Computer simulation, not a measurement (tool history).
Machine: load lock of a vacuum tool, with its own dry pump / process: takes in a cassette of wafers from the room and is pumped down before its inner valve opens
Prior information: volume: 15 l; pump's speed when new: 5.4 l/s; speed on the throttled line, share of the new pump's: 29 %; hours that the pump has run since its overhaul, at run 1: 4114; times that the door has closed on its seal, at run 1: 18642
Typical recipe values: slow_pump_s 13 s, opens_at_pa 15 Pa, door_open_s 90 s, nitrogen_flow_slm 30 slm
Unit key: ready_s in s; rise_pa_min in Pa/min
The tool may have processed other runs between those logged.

| run | hour | slow_pump_s | opens_at_pa | door_open_s | nitrogen_flow_slm | hours that the pump has run since its overhaul | times that the door has closed on its seal | incoming humidity of the room's air, % | ready_s | rise_pa_min |
|---|---|---|---|---|---|---|---|---|---|---|
| 1 | 0 | 13 | 15 | 90 | 30 | 4114 | 18642 | 44.5 | 34.5 | 0.024 |
| 2 | 174.1 | 13 | 15 | 90 | 30 | 4288 | 18901 | 45 | 34 | 0.022 |
| 3 | 259.7 | 13 | 15 | 90 | 30 | 4373 | 19028 | 43.4 | 34.1 | 0.023 |
| 4 | 429.4 | 13 | 15 | 90 | 30 | 4543 | 19279 | 44.2 | 34 | 0.026 |
| 5 | 590 | 13 | 15 | 90 | 30 | 4704 | 19517 | 42.4 | 34.6 | 0.023 |
| 6 | 753.4 | 13 | 15 | 90 | 30 | 4867 | 19760 | 46.8 | 34.3 | 0.025 |
| 7 | 872.5 | 13 | 15 | 90 | 30 | 4986 | 19937 | 44.9 | 34.2 | 0.027 |
| 8 | 1002.7 | 19 | 15 | 90 | 30 | 5116 | 20130 | 42.9 | 38.7 | 0.03 |
| 9 | 1125.4 | 19 | 15 | 90 | 30 | 5239 | 20312 | 41.8 | 38.3 | 0.026 |
| 10 | 1242.1 | 13 | 15 | 74 | 30 | 5356 | 20485 | 43.4 | 34.3 | 0.025 |
| 11 | 1421.8 | 13 | 15 | 74 | 30 | 5536 | 20752 | 47.9 | 34.5 | 0.033 |
| 12 | 1604.4 | 13 | 15 | 74 | 30 | 5718 | 21022 | 44.2 | 33.8 | 0.023 |
| 13 | 1752.7 | 13 | 15 | 74 | 30 | 5867 | 21243 | 43.5 | 33.8 | 0.023 |
| 14 | 1877.1 | 13 | 15 | 74 | 30 | 5991 | 21427 | 45.3 | 34.2 | 0.028 |
| 15 | 2030.5 | 6 | 13 | 28 | 7 | 6144 | 21655 | 45.5 | 29.8 | 0.032 |
| 16 | 2166.1 | 11 | 14 | 74 | 30 | 6280 | 21856 | 47.1 | 32.7 | 0.027 |
| 17 | 2347.3 | 11 | 14 | 74 | 30 | 6461 | 22125 | 46.3 | 33.3 | 0.03 |
| 18 | 2439.1 | 10 | 24 | 90 | 25 | 6553 | 22261 | 43.9 | 30.9 | 0.027 |
| 19 | 2624.7 | 10 | 24 | 90 | 25 | 6738 | 22536 | 48.7 | 30.5 | 0.038 |
| 20 | 2756.7 | 12 | 19 | 68 | 30 | 6871 | 22732 | 43.8 | 32.4 | 0.024 |
| 21 | 2924 | 12 | 19 | 71 | 8 | 7038 | 22980 | 43.9 | 32.3 | 0.046 |
|  | 3011.4 | door's seal changed, seat wiped |
| 22 | 3062 | 12 | 19 | 71 | 8 | 7174 | 75 | 47.5 | 32.9 | 0.043 |
| 23 | 3161.7 | 13 | 15 | 90 | 21 | 7274 | 223 | 43 | 33.9 | 0.025 |
| 24 | 3326.1 | 16 | 15 | 133 | 21 | 7438 | 466 | 44.5 | 36.2 | 0.039 |
| 25 | 3491 | 20 | 15 | 144 | 39 | 7603 | 711 | 45.2 | 39.2 | 0.029 |
| 26 | 3631.4 | 16 | 13 | 27 | 23 | 7744 | 919 | 46.2 | 37 | 0.025 |

4 ways to go on from here, each from the tool as it stands after run 26. What would each give?
| A | 3808.8 | 8 | 23 | 163 | 30 | 7921 | 1183 | 48.2 | ? | ? |
| B | 3808.8 | 13 | 15 | 90 | 6 | 7921 | 1183 | 40.2 | ? | ? |
| C | 3808.8 | 13 | 22 | 90 | 30 | 7921 | 1183 | 42.3 | ? | ? |
| D | 3808.8 | 16 | 12 | 32 | 23 | 7921 | 1183 | 46.5 | ? | ? |

| run | ready_s | rise_pa_min |
|---|---|---|
| A | 29.1 | 0.035 |
| B | 33.5 | 0.049 |
| C | 32.3 | 0.025 |
| D | 36.2 | 0.02 |
Stripped of hidden state, with their random variation kept, the same runs would have yielded:
| run | ready_s | rise_pa_min |
|---|---|---|
| A | 29.1 | 0.035 |
| B | 33.5 | 0.049 |
| C | 32.3 | 0.025 |
| D | 36.2 | 0.02 |
